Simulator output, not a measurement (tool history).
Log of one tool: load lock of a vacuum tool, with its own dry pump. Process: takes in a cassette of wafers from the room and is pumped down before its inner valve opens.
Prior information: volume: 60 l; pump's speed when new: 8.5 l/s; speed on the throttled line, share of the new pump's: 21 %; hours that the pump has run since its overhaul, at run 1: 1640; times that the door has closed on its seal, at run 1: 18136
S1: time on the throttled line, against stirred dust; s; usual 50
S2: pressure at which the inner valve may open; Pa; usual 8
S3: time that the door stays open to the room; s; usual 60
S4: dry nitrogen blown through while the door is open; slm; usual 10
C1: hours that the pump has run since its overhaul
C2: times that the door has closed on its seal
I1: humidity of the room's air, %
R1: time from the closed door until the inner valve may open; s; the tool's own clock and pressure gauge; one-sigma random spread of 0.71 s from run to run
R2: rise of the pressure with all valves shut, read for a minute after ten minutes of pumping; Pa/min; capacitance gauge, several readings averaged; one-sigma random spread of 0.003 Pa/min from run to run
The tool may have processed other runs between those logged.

run    hour  S1  S2   S3  S4    C1     C2    I1     R1     R2
  1       0  50   8   60  10  1640  18136  46.6  105.5  0.068
  2    53.7  50   8   60  10  1694  18245  45.1  106.4  0.067
  3   170.4  50   8   60  10  1811  18483  44.6  106.4  0.073
  4   262.5  50   8   60  10  1903  18671  43.7  106.6  0.069
  5   368.9  50   8  123  10  2009  18887  45.6    107  0.083
  6     440  50   8  123  10  2080  19032    44  107.9   0.08
  7   537.9  50   8   60   5  2178  19232  43.8  107.7  0.076
  8   624.8  50   8   60   7  2265  19409  43.3    107   0.07
  9   706.3  50   8   60   7  2346  19575  44.5  108.2  0.076
 10   795.8  50   8   60  10  2436  19757  43.9  108.7  0.073
 11   900.3  50  11   60  10  2541  19970  44.7  104.1   0.07
 12     979  50  11   60  10  2619  20131  48.6  105.3  0.076
 13  1036.6  30   8   27  10  2677  20248  41.3   90.9  0.062
 14  1122.3  30   8   27  10  2763  20423    46   91.7  0.061
 15    1180  30   8   27  10  2820  20540  46.3   92.5  0.055
 16  1285.1  30   8   27  10  2925  20755    42   92.3  0.056
 17  1342.9  50   8  173  10  2983  20872  44.5  108.3   0.09

What will run 18 give?
 18  1439.4  50   8  173  10  3080  21069  47.5   ?   ?

Run 18 produced R1 107.2 s, R2 0.103 Pa/min.
Minus the tool's unlogged condition, the same run would have read R1 106 s, R2 0.069 Pa/min.
